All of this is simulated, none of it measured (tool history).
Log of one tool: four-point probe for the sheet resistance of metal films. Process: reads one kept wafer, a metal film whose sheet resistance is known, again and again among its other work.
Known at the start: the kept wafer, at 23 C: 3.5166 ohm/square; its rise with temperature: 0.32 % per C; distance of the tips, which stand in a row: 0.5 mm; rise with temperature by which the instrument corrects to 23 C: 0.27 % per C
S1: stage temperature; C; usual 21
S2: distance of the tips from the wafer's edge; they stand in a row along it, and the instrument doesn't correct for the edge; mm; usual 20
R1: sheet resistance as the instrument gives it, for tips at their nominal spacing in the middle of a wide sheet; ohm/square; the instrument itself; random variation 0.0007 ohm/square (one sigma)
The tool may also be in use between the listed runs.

run 1 hour=0.0 | S1=21 S2=20 | R1=3.523265
run 2 hour=64.3 | S1=21 S2=20 | R1=3.524352
run 3 hour=153.0 | S1=31 S2=20 | R1=3.540596
run 4 hour=244.1 | S1=31 S2=20 | R1=3.542459
run 5 hour=312.0 | S1=31 S2=20 | R1=3.543526
run 6 hour=359.1 | S1=21 S2=20 | R1=3.526295
run 7 hour=417.4 | S1=21 S2=20 | R1=3.526628
run 8 hour=512.6 | S1=21 S2=56 | R1=3.526229
run 9 hour=571.0 | S1=21 S2=56 | R1=3.526552
run 10 hour=616.3 | S1=21 S2=56 | R1=3.527229
run 11 hour=681.3 | S1=21 S2=56 | R1=3.527437
run 12 hour=738.2 | S1=21 S2=20 | R1=3.529001
run 13 hour=817.9 | S1=21 S2=20 | R1=3.530366
run 14 hour=875.0 | S1=21 S2=20 | R1=3.528901
run 15 hour=932.0 | S1=23 S2=20 | R1=3.533070
run 16 hour=1010.8 | S1=21 S2=20 | R1=3.531210
run 17 hour=1091.9 | S1=21 S2=20 | R1=3.530471
run 18 hour=1138.8 | S1=21 S2=20 | R1=3.532361
run 19 hour=1227.7 | S1=21 S2=20 | R1=3.531528
run 20 hour=1269.3 | S1=21 S2=20 | R1=3.532760
run 21 hour=1366.8 | S1=21 S2=20 | R1=3.533571
run 22 hour=1450.4 | S1=21 S2=20 | R1=3.534466
run 23 hour=1527.9 | S1=26 S2=24 | R1=3.541892
run 24 hour=1598.8 | S1=32 S2=22 | R1=3.551896
run 25 hour=1661.7 | S1=32 S2=19 | R1=3.553716
run 26 hour=1739.1 | S1=32 S2=19 | R1=3.553755
run 27 hour=1831.2 | S1=32 S2=19 | R1=3.554660
run 28 hour=1895.4 | S1=32 S2=19 | R1=3.554865
run 29 hour=1962.3 | S1=30 S2=30 | R1=3.551307
run 30 hour=2050.6 | S1=25 S2=9 | R1=3.548161
run 31 hour=2106.8 | S1=33 S2=17 | R1=3.556917
run 32 hour=2162.1 | S1=26 S2=20 | R1=3.545591
run 33 hour=2223.3 | S1=35 S2=8 | R1=3.567025
run 34 hour=2318.6 | S1=35 S2=8 | R1=3.569387
run 35 hour=2392.1 | S1=28 S2=9 | R1=3.556642
run 36 hour=2465.7 | S1=28 S2=49 | R1=3.550108
run 37 hour=2527.6 | S1=22 S2=73 | R1=3.541608
-- hour=2624.2 stage's thermometer calibrated
run 38 hour=2624.2 | S1=25 S2=6 | R1=3.550417
run 39 hour=2717.4 | S1=24 S2=27 | R1=3.536833
run 40 hour=2795.7 | S1=19 S2=15 | R1=3.530976
run 41 hour=2870.1 | S1=19 S2=15 | R1=3.531744
run 42 hour=2917.6 | S1=19 S2=19 | R1=3.530637
run 43 hour=3011.6 | S1=28 S2=16 | R1=3.546681
run 44 hour=3080.2 | S1=31 S2=10 | R1=3.554917

5 ways to go on from here, each from the tool as it stands after run 44. What would each give?
run A hour=3173.0 | S1=31 S2=4 | R1=?
run B hour=3173.0 | S1=18 S2=10 | R1=?
run C hour=3173.0 | S1=22 S2=18 | R1=?
run D hour=3173.0 | S1=22 S2=37 | R1=?
run E hour=3173.0 | S1=21 S2=53 | R1=?

run=A R1=3.580914
run=B R1=3.534767
run=C R1=3.536735
run=D R1=3.536221
run=E R1=3.533979
Without the tool's hidden state the same runs would have given:
run=A R1=3.559276
run=B R1=3.513356
run=C R1=3.515323
run=D R1=3.514812
run=E R1=3.512580
